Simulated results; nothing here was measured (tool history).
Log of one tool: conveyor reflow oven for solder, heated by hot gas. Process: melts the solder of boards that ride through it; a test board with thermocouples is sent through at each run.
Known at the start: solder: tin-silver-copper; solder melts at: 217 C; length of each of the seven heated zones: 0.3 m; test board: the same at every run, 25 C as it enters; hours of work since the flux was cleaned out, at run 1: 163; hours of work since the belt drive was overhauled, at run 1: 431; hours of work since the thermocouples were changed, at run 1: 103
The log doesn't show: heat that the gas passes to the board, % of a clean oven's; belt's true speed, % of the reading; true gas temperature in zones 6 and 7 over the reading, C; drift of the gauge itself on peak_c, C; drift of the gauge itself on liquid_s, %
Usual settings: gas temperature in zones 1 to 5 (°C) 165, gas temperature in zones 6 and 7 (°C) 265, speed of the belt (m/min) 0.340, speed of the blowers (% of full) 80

run,hour,gas temperature in zones 1 to 5 (°C),gas temperature in zones 6 and 7 (°C),speed of the belt (m/min),speed of the blowers (% of full),hours of work since the flux was cleaned out,hours of work since the belt drive was overhauled,hours of work since the thermocouples were changed,highest temperature of the board (°C),time above the solder's melting point (s)
1,0.0,165,265,0.340,80,163,431,103,254.0,80.6
2,19.5,165,265,0.340,80,172,440,112,254.3,81.5
3,58.8,165,265,0.273,80,191,459,131,258.7,109.3
4,85.8,165,265,0.273,80,203,471,143,258.2,106.8
5,117.8,165,265,0.366,80,218,486,158,252.3,71.0
# hour 131.3: flux residue cleaned out of gas plates and filters
6,164.9,165,265,0.366,80,16,506,178,249.7,69.8
7,194.5,165,265,0.320,80,30,520,192,254.7,85.5
8,231.1,165,265,0.340,80,47,537,209,252.0,77.7
9,252.5,165,265,0.340,80,57,547,219,252.3,77.3
10,287.8,159,265,0.340,80,73,563,235,250.8,74.0
11,327.7,165,265,0.370,84,92,582,254,250.0,68.4
12,350.9,165,263,0.340,80,103,593,265,249.2,75.8
# hour 375.2: flux residue cleaned out of gas plates and filters, once more
13,392.8,167,265,0.388,82,8,610,282,253.6,69.0
14,415.6,167,265,0.388,82,19,620,293,252.3,68.5
15,459.1,168,269,0.313,64,39,641,313,257.7,92.4
16,497.3,168,269,0.313,64,57,659,331,258.0,92.6
17,541.4,168,269,0.396,60,78,679,351,249.5,64.1
18,560.1,168,269,0.396,60,86,688,360,250.1,63.3
19,594.4,165,265,0.304,80,102,704,376,256.6,94.9
20,621.2,165,265,0.304,80,115,716,389,256.0,93.3

5 ways to go on from here, each from the tool as it stands after run 20. What would each give?
A,655.5,165,265,0.304,79,131,732,405,?,?
B,655.5,178,265,0.360,80,131,732,405,?,?
C,655.5,163,260,0.304,87,131,732,405,?,?
D,655.5,165,256,0.321,65,131,732,405,?,?
E,655.5,159,265,0.304,80,131,732,405,?,?

run,highest temperature of the board (°C),time above the solder's melting point (s)
A,256.3,94.4
B,254.0,81.4
C,252.5,90.0
D,244.1,75.0
E,255.8,91.4
Without the tool's hidden state the same runs would have given:
run,highest temperature of the board (°C),time above the solder's melting point (s)
A,258.4,95.4
B,256.1,82.2
C,254.6,91.4
D,246.1,76.9
E,258.0,92.5
